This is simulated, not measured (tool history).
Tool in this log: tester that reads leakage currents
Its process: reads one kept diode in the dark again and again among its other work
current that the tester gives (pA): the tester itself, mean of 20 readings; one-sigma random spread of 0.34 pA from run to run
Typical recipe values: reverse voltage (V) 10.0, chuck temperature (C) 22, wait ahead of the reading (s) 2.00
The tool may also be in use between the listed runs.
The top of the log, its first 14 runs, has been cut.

run,hour,reverse voltage (V),chuck temperature (C),wait ahead of the reading (s),current that the tester gives (pA)
15,2149.0,5.3,22,2.00,97.40
16,2347.1,5.3,22,2.00,96.66
17,2438.2,5.3,24,2.00,109.40
18,2571.6,17.1,22,2.00,166.42
19,2682.9,17.1,22,2.00,166.34
# hour 2738.6: probe card cleaned and baked
20,2820.6,1.1,26,1.71,63.91
21,2951.4,1.1,26,1.71,63.36
22,3039.8,1.1,26,1.71,62.49
23,3210.0,5.7,22,2.00,81.34
24,3321.1,5.7,38,1.91,253.97
# hour 3376.4: chuck's temperature calibrated
25,3438.6,2.8,38,2.77,235.23
# hour 3521.5: tester calibrated
26,3581.1,13.8,22,2.00,131.36
27,3682.5,10.0,57,5.80,1194.56
28,3893.4,17.3,36,1.80,374.76
29,4018.9,10.0,22,0.38,116.65
30,4141.6,2.7,41,1.04,266.73
31,4259.4,11.6,39,5.56,385.52
32,4395.1,11.6,39,5.56,382.62
33,4564.3,11.6,39,5.56,377.58
34,4731.1,1.8,50,0.55,399.84
35,4836.6,1.8,50,0.55,396.12
36,4931.3,8.9,31,0.39,198.20
37,5127.8,4.9,22,2.00,83.04
38,5291.5,2.3,45,2.00,302.27

Predict each of these 4 candidate next runs independently; none follows another, all start after run 38:
A,5500.7,17.0,28,0.42,?
B,5500.7,6.7,44,0.40,?
C,5500.7,3.8,25,0.44,?
D,5500.7,7.1,48,2.00,?

run,current that the tester gives (pA)
A,207.39
B,409.76
C,91.78
D,539.20
The same runs, with their run-to-run variation unchanged, on a tool lacking any hidden condition would have given:
run,current that the tester gives (pA)
A,212.99
B,468.25
C,102.37
D,617.31

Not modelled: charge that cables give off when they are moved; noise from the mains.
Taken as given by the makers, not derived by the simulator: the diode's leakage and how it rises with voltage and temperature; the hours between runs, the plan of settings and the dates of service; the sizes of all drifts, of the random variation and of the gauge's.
